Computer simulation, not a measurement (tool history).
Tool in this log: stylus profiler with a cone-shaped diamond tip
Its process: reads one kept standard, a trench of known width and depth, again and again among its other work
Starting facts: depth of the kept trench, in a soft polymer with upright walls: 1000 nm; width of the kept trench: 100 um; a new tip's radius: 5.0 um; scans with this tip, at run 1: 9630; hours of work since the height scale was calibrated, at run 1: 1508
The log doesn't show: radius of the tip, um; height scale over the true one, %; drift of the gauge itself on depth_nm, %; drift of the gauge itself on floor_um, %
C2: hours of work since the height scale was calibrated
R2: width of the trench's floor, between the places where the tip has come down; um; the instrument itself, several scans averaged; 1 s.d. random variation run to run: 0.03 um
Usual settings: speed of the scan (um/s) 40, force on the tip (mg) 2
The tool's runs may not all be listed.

{"run": 1, "hour": 0.0, "speed of the scan (um/s)": 40, "force on the tip (mg)": 2, "scans with this tip": 9630, "C2": 1508, "depth of the trench (nm)": 1003.87, "R2": 89.49}
{"run": 2, "hour": 7.4, "speed of the scan (um/s)": 40, "force on the tip (mg)": 2, "scans with this tip": 9653, "C2": 1511, "depth of the trench (nm)": 1003.69, "R2": 89.5}
{"run": 3, "hour": 16.5, "speed of the scan (um/s)": 111, "force on the tip (mg)": 2, "scans with this tip": 9682, "C2": 1516, "depth of the trench (nm)": 1003.67, "R2": 89.12}
{"run": 4, "hour": 33.5, "speed of the scan (um/s)": 111, "force on the tip (mg)": 2, "scans with this tip": 9735, "C2": 1524, "depth of the trench (nm)": 1003.79, "R2": 89.17}
{"run": 5, "hour": 50.2, "speed of the scan (um/s)": 111, "force on the tip (mg)": 2, "scans with this tip": 9788, "C2": 1532, "depth of the trench (nm)": 1003.93, "R2": 89.19}
{"run": 6, "hour": 60.7, "speed of the scan (um/s)": 40, "force on the tip (mg)": 2.27, "scans with this tip": 9821, "C2": 1538, "depth of the trench (nm)": 1004.48, "R2": 89.41}
{"run": 7, "hour": 74.6, "speed of the scan (um/s)": 40, "force on the tip (mg)": 2, "scans with this tip": 9864, "C2": 1544, "depth of the trench (nm)": 1004.13, "R2": 89.39}
{"run": 8, "hour": 91.9, "speed of the scan (um/s)": 40, "force on the tip (mg)": 0.69, "scans with this tip": 9918, "C2": 1553, "depth of the trench (nm)": 1000.62, "R2": 89.28}
{"run": 9, "hour": 99.3, "speed of the scan (um/s)": 40, "force on the tip (mg)": 0.69, "scans with this tip": 9942, "C2": 1556, "depth of the trench (nm)": 999.88, "R2": 89.24}
{"run": 10, "hour": 110.5, "speed of the scan (um/s)": 15, "force on the tip (mg)": 2, "scans with this tip": 9977, "C2": 1562, "depth of the trench (nm)": 1004.18, "R2": 89.33}
{"run": 11, "hour": 118.1, "speed of the scan (um/s)": 15, "force on the tip (mg)": 2, "scans with this tip": 10001, "C2": 1566, "depth of the trench (nm)": 1003.69, "R2": 89.42}
{"run": 12, "hour": 131.1, "speed of the scan (um/s)": 29, "force on the tip (mg)": 2, "scans with this tip": 10041, "C2": 1572, "depth of the trench (nm)": 1003.12, "R2": 89.35}
{"run": 13, "hour": 148.4, "speed of the scan (um/s)": 29, "force on the tip (mg)": 2, "scans with this tip": 10096, "C2": 1581, "depth of the trench (nm)": 1003.52, "R2": 89.37}
{"run": 14, "hour": 165.1, "speed of the scan (um/s)": 40, "force on the tip (mg)": 2, "scans with this tip": 10148, "C2": 1589, "depth of the trench (nm)": 1003.39, "R2": 89.29}
{"run": 15, "hour": 182.8, "speed of the scan (um/s)": 40, "force on the tip (mg)": 2, "scans with this tip": 10204, "C2": 1598, "depth of the trench (nm)": 1003.71, "R2": 89.25}
{"run": 16, "hour": 198.3, "speed of the scan (um/s)": 25, "force on the tip (mg)": 2, "scans with this tip": 10252, "C2": 1605, "depth of the trench (nm)": 1003.99, "R2": 89.33}
{"run": 17, "hour": 211.2, "speed of the scan (um/s)": 25, "force on the tip (mg)": 2, "scans with this tip": 10293, "C2": 1611, "depth of the trench (nm)": 1003.56, "R2": 89.22}
{"run": 18, "hour": 224.2, "speed of the scan (um/s)": 20, "force on the tip (mg)": 2, "scans with this tip": 10334, "C2": 1618, "depth of the trench (nm)": 1003.34, "R2": 89.26}
{"run": 19, "hour": 241.0, "speed of the scan (um/s)": 20, "force on the tip (mg)": 2, "scans with this tip": 10386, "C2": 1626, "depth of the trench (nm)": 1003.8, "R2": 89.25}
{"run": 20, "hour": 249.2, "speed of the scan (um/s)": 152, "force on the tip (mg)": 1.31, "scans with this tip": 10412, "C2": 1630, "depth of the trench (nm)": 1001.7, "R2": 88.7}
{"run": 21, "hour": 261.8, "speed of the scan (um/s)": 33, "force on the tip (mg)": 1.58, "scans with this tip": 10452, "C2": 1636, "depth of the trench (nm)": 1003, "R2": 89.15}
{"run": 22, "hour": 270.0, "speed of the scan (um/s)": 14, "force on the tip (mg)": 2.77, "scans with this tip": 10477, "C2": 1640, "depth of the trench (nm)": 1005.21, "R2": 89.25}
{"run": 23, "hour": 286.4, "speed of the scan (um/s)": 62, "force on the tip (mg)": 5.01, "scans with this tip": 10529, "C2": 1648, "depth of the trench (nm)": 1009.87, "R2": 89.17}
{"run": 24, "hour": 302.3, "speed of the scan (um/s)": 20, "force on the tip (mg)": 1.37, "scans with this tip": 10579, "C2": 1656, "depth of the trench (nm)": 1001.73, "R2": 89.12}
{"run": 25, "hour": 309.5, "speed of the scan (um/s)": 15, "force on the tip (mg)": 5.51, "scans with this tip": 10601, "C2": 1660, "depth of the trench (nm)": 1010.49, "R2": 89.17}
{"run": 26, "hour": 321.0, "speed of the scan (um/s)": 15, "force on the tip (mg)": 5.51, "scans with this tip": 10637, "C2": 1665, "depth of the trench (nm)": 1010.83, "R2": 89.2}
{"run": 27, "hour": 333.7, "speed of the scan (um/s)": 33, "force on the tip (mg)": 1.3, "scans with this tip": 10677, "C2": 1672, "depth of the trench (nm)": 1001.5, "R2": 89.04}
{"run": 28, "hour": 350.5, "speed of the scan (um/s)": 32, "force on the tip (mg)": 1.22, "scans with this tip": 10730, "C2": 1680, "depth of the trench (nm)": 1001.48, "R2": 89.04}
{"run": 29, "hour": 361.6, "speed of the scan (um/s)": 54, "force on the tip (mg)": 2.28, "scans with this tip": 10765, "C2": 1685, "depth of the trench (nm)": 1004.07, "R2": 89.02}
{"run": 30, "hour": 376.6, "speed of the scan (um/s)": 53, "force on the tip (mg)": 4.02, "scans with this tip": 10812, "C2": 1693, "depth of the trench (nm)": 1007.84, "R2": 89.02}
{"run": 31, "hour": 384.5, "speed of the scan (um/s)": 109, "force on the tip (mg)": 1.1, "scans with this tip": 10837, "C2": 1697, "depth of the trench (nm)": 1000.98, "R2": 88.68}
{"run": 32, "hour": 392.4, "speed of the scan (um/s)": 134, "force on the tip (mg)": 1.03, "scans with this tip": 10861, "C2": 1700, "depth of the trench (nm)": 1000.89, "R2": 88.56}
{"run": 33, "hour": 407.7, "speed of the scan (um/s)": 17, "force on the tip (mg)": 4.83, "scans with this tip": 10909, "C2": 1708, "depth of the trench (nm)": 1009.38, "R2": 89.06}
{"run": 34, "hour": 418.8, "speed of the scan (um/s)": 21, "force on the tip (mg)": 2.66, "scans with this tip": 10944, "C2": 1713, "depth of the trench (nm)": 1004.85, "R2": 89.04}
{"run": 35, "hour": 436.2, "speed of the scan (um/s)": 58, "force on the tip (mg)": 2.94, "scans with this tip": 10999, "C2": 1722, "depth of the trench (nm)": 1005.38, "R2": 88.98}
{"run": 36, "hour": 445.8, "speed of the scan (um/s)": 58, "force on the tip (mg)": 2.94, "scans with this tip": 11029, "C2": 1727, "depth of the trench (nm)": 1005.43, "R2": 88.92}

Results per run with the tool's hidden condition removed, run-to-run variation unchanged:
run=1 depth_of_the_trench_(nm)=1007.2 R2=93.91
run=2 depth_of_the_trench_(nm)=1007.03 R2=93.93
run=3 depth_of_the_trench_(nm)=1007.02 R2=93.56
run=4 depth_of_the_trench_(nm)=1007.15 R2=93.64
run=5 depth_of_the_trench_(nm)=1007.32 R2=93.67
run=6 depth_of_the_trench_(nm)=1007.89 R2=93.91
run=7 depth_of_the_trench_(nm)=1007.55 R2=93.9
run=8 depth_of_the_trench_(nm)=1004.05 R2=93.81
run=9 depth_of_the_trench_(nm)=1003.31 R2=93.77
run=10 depth_of_the_trench_(nm)=1007.64 R2=93.88
run=11 depth_of_the_trench_(nm)=1007.16 R2=93.98
run=12 depth_of_the_trench_(nm)=1006.6 R2=93.92
run=13 depth_of_the_trench_(nm)=1007.02 R2=93.96
run=14 depth_of_the_trench_(nm)=1006.91 R2=93.89
run=15 depth_of_the_trench_(nm)=1007.26 R2=93.87
run=16 depth_of_the_trench_(nm)=1007.56 R2=93.97
run=17 depth_of_the_trench_(nm)=1007.14 R2=93.87
run=18 depth_of_the_trench_(nm)=1006.93 R2=93.93
run=19 depth_of_the_trench_(nm)=1007.42 R2=93.94
run=20 depth_of_the_trench_(nm)=1005.31 R2=93.39
run=21 depth_of_the_trench_(nm)=1006.64 R2=93.86
run=22 depth_of_the_trench_(nm)=1008.86 R2=93.97
run=23 depth_of_the_trench_(nm)=1013.56 R2=93.91
run=24 depth_of_the_trench_(nm)=1005.4 R2=93.88
run=25 depth_of_the_trench_(nm)=1014.21 R2=93.93
run=26 depth_of_the_trench_(nm)=1014.56 R2=93.97
run=27 depth_of_the_trench_(nm)=1005.22 R2=93.83
run=28 depth_of_the_trench_(nm)=1005.22 R2=93.85
run=29 depth_of_the_trench_(nm)=1007.84 R2=93.84
run=30 depth_of_the_trench_(nm)=1011.63 R2=93.86
run=31 depth_of_the_trench_(nm)=1004.76 R2=93.52
run=32 depth_of_the_trench_(nm)=1004.67 R2=93.41
run=33 depth_of_the_trench_(nm)=1013.22 R2=93.93
run=34 depth_of_the_trench_(nm)=1008.68 R2=93.92
run=35 depth_of_the_trench_(nm)=1009.24 R2=93.87
run=36 depth_of_the_trench_(nm)=1009.29 R2=93.83

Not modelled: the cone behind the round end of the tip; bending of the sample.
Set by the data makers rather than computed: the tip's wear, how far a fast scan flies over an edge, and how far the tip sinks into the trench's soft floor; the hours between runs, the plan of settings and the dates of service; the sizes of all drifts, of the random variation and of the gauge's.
